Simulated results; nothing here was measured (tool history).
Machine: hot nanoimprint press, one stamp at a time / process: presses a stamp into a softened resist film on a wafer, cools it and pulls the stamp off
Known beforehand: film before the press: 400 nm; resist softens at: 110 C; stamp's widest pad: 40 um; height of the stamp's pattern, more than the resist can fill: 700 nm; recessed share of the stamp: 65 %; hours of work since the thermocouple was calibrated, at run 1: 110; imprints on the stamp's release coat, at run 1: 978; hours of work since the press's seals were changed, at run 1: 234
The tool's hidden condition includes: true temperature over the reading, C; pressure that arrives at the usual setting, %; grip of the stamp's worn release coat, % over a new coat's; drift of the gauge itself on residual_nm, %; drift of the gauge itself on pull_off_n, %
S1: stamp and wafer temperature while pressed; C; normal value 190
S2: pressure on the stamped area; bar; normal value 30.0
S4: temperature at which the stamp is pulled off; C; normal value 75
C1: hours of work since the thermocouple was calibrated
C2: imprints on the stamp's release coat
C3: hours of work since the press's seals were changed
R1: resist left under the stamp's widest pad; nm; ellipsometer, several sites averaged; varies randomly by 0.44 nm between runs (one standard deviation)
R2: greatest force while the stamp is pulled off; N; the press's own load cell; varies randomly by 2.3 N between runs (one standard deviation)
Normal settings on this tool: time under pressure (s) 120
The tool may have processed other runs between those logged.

{"run": 1, "hour": 0.0, "S1": 190, "S2": 30.0, "time under pressure (s)": 120, "S4": 75, "C1": 110, "C2": 978, "C3": 234, "R1": 191.6, "R2": 100}
{"run": 2, "hour": 10.4, "S1": 190, "S2": 30.0, "time under pressure (s)": 120, "S4": 75, "C1": 117, "C2": 1012, "C3": 241, "R1": 193.1, "R2": 101}
{"run": 3, "hour": 17.7, "S1": 179, "S2": 30.0, "time under pressure (s)": 120, "S4": 75, "C1": 122, "C2": 1036, "C3": 246, "R1": 287.0, "R2": 104}
{"run": 4, "hour": 29.8, "S1": 190, "S2": 30.0, "time under pressure (s)": 120, "S4": 75, "C1": 129, "C2": 1076, "C3": 253, "R1": 192.6, "R2": 105}
{"run": 5, "hour": 39.4, "S1": 190, "S2": 30.0, "time under pressure (s)": 120, "S4": 75, "C1": 136, "C2": 1108, "C3": 260, "R1": 192.3, "R2": 100}
{"run": 6, "hour": 50.6, "S1": 190, "S2": 30.0, "time under pressure (s)": 117, "S4": 75, "C1": 143, "C2": 1145, "C3": 267, "R1": 195.1, "R2": 101}
{"run": 7, "hour": 57.4, "S1": 190, "S2": 30.0, "time under pressure (s)": 120, "S4": 75, "C1": 147, "C2": 1167, "C3": 271, "R1": 193.4, "R2": 99}
{"run": 8, "hour": 67.6, "S1": 190, "S2": 30.0, "time under pressure (s)": 120, "S4": 75, "C1": 154, "C2": 1201, "C3": 278, "R1": 192.5, "R2": 103}
{"run": 9, "hour": 78.7, "S1": 190, "S2": 30.0, "time under pressure (s)": 120, "S4": 75, "C1": 161, "C2": 1238, "C3": 285, "R1": 192.6, "R2": 104}
{"run": 10, "hour": 85.0, "S1": 179, "S2": 30.0, "time under pressure (s)": 120, "S4": 75, "C1": 165, "C2": 1258, "C3": 289, "R1": 286.8, "R2": 103}
{"run": 11, "hour": 93.8, "S1": 179, "S2": 19.0, "time under pressure (s)": 120, "S4": 75, "C1": 171, "C2": 1288, "C3": 295, "R1": 328.5, "R2": 104}
{"run": 12, "hour": 104.2, "S1": 179, "S2": 19.0, "time under pressure (s)": 120, "S4": 75, "C1": 178, "C2": 1322, "C3": 302, "R1": 329.7, "R2": 102}
{"run": 13, "hour": 114.6, "S1": 179, "S2": 19.0, "time under pressure (s)": 120, "S4": 75, "C1": 185, "C2": 1356, "C3": 309, "R1": 328.3, "R2": 104}
{"run": 14, "hour": 120.4, "S1": 179, "S2": 19.0, "time under pressure (s)": 220, "S4": 75, "C1": 188, "C2": 1375, "C3": 312, "R1": 293.7, "R2": 104}
{"run": 15, "hour": 127.1, "S1": 179, "S2": 19.0, "time under pressure (s)": 220, "S4": 75, "C1": 193, "C2": 1397, "C3": 317, "R1": 294.9, "R2": 101}
{"run": 16, "hour": 137.1, "S1": 179, "S2": 19.0, "time under pressure (s)": 220, "S4": 75, "C1": 199, "C2": 1431, "C3": 323, "R1": 295.5, "R2": 99}
{"run": 17, "hour": 147.4, "S1": 179, "S2": 19.0, "time under pressure (s)": 220, "S4": 75, "C1": 206, "C2": 1465, "C3": 330, "R1": 294.0, "R2": 101}
{"run": 18, "hour": 153.5, "S1": 187, "S2": 30.0, "time under pressure (s)": 120, "S4": 80, "C1": 210, "C2": 1485, "C3": 334, "R1": 216.0, "R2": 101}

Run 19 has not been measured yet. What should we expect?
{"run": 19, "hour": 162.2, "S1": 187, "S2": 36.8, "time under pressure (s)": 120, "S4": 65, "C1": 215, "C2": 1513, "C3": 340, "R1": "?", "R2": "?"}

R1: 194.5 nm
R2: 113 N
Had the tool carried no hidden state, the very same run would have given R1 194.5 nm, R2 112 N.
